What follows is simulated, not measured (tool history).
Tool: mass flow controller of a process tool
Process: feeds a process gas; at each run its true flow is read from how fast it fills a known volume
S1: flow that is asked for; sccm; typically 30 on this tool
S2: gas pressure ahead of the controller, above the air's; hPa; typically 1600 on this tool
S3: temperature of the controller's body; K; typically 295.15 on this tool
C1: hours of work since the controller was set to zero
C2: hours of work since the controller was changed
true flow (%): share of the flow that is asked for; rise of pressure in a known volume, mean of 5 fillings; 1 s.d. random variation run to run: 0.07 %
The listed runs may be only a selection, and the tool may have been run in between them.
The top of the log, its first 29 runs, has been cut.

{"hour": 6839.6, "done": "controller exchanged for a calibrated one"}
{"run": 30, "hour": 6904.9, "S1": 30, "S2": 2220, "S3": 295.15, "C1": 49, "C2": 49, "true flow (%)": 99.3}
{"run": 31, "hour": 7229.7, "S1": 29, "S2": 1550, "S3": 295.15, "C1": 291, "C2": 291, "true flow (%)": 99.03}
{"run": 32, "hour": 7542.0, "S1": 29, "S2": 1550, "S3": 295.15, "C1": 524, "C2": 524, "true flow (%)": 99.11}
{"run": 33, "hour": 7756.1, "S1": 12, "S2": 1550, "S3": 295.15, "C1": 684, "C2": 684, "true flow (%)": 98.93}
{"run": 34, "hour": 7993.1, "S1": 12, "S2": 1550, "S3": 295.15, "C1": 860, "C2": 860, "true flow (%)": 98.94}
{"run": 35, "hour": 8257.8, "S1": 48, "S2": 1450, "S3": 293.15, "C1": 1058, "C2": 1058, "true flow (%)": 99.63}
{"run": 36, "hour": 8568.7, "S1": 30, "S2": 1600, "S3": 296.15, "C1": 1290, "C2": 1290, "true flow (%)": 99.19}
{"run": 37, "hour": 8722.7, "S1": 19, "S2": 1520, "S3": 299.15, "C1": 1404, "C2": 1404, "true flow (%)": 98.73}
{"run": 38, "hour": 9023.1, "S1": 12, "S2": 1600, "S3": 295.15, "C1": 1629, "C2": 1629, "true flow (%)": 98.96}
{"run": 39, "hour": 9182.0, "S1": 39, "S2": 2780, "S3": 303.15, "C1": 1747, "C2": 1747, "true flow (%)": 98.89}
{"run": 40, "hour": 9499.9, "S1": 27, "S2": 2780, "S3": 308.15, "C1": 1984, "C2": 1984, "true flow (%)": 98.13}
{"run": 41, "hour": 9665.1, "S1": 54, "S2": 1850, "S3": 295.15, "C1": 2107, "C2": 2107, "true flow (%)": 99.62}
{"run": 42, "hour": 9926.0, "S1": 54, "S2": 1850, "S3": 295.15, "C1": 2302, "C2": 2302, "true flow (%)": 99.58}
{"run": 43, "hour": 10099.1, "S1": 30, "S2": 1600, "S3": 311.15, "C1": 2431, "C2": 2431, "true flow (%)": 97.59}
{"run": 44, "hour": 10259.4, "S1": 30, "S2": 1600, "S3": 311.15, "C1": 2551, "C2": 2551, "true flow (%)": 97.79}
{"run": 45, "hour": 10497.5, "S1": 30, "S2": 1600, "S3": 311.15, "C1": 2728, "C2": 2728, "true flow (%)": 97.68}

4 ways to go on from here, each from the tool as it stands after run 45. What would each give?
{"run": "A", "hour": 10773.6, "S1": 30, "S2": 1600, "S3": 293.15, "C1": 2934, "C2": 2934, "true flow (%)": "?"}
{"run": "B", "hour": 10773.6, "S1": 12, "S2": 1600, "S3": 311.15, "C1": 2934, "C2": 2934, "true flow (%)": "?"}
{"run": "C", "hour": 10773.6, "S1": 30, "S2": 2720, "S3": 311.15, "C1": 2934, "C2": 2934, "true flow (%)": "?"}
{"run": "D", "hour": 10773.6, "S1": 30, "S2": 2270, "S3": 311.15, "C1": 2934, "C2": 2934, "true flow (%)": "?"}

run=A true_flow_(%)=99.46
run=B true_flow_(%)=97.37
run=C true_flow_(%)=97.83
run=D true_flow_(%)=97.76
Stripped of hidden state, with their random variation kept, the same runs would have yielded:
run=A true_flow_(%)=99.47
run=B true_flow_(%)=97.40
run=C true_flow_(%)=97.84
run=D true_flow_(%)=97.77
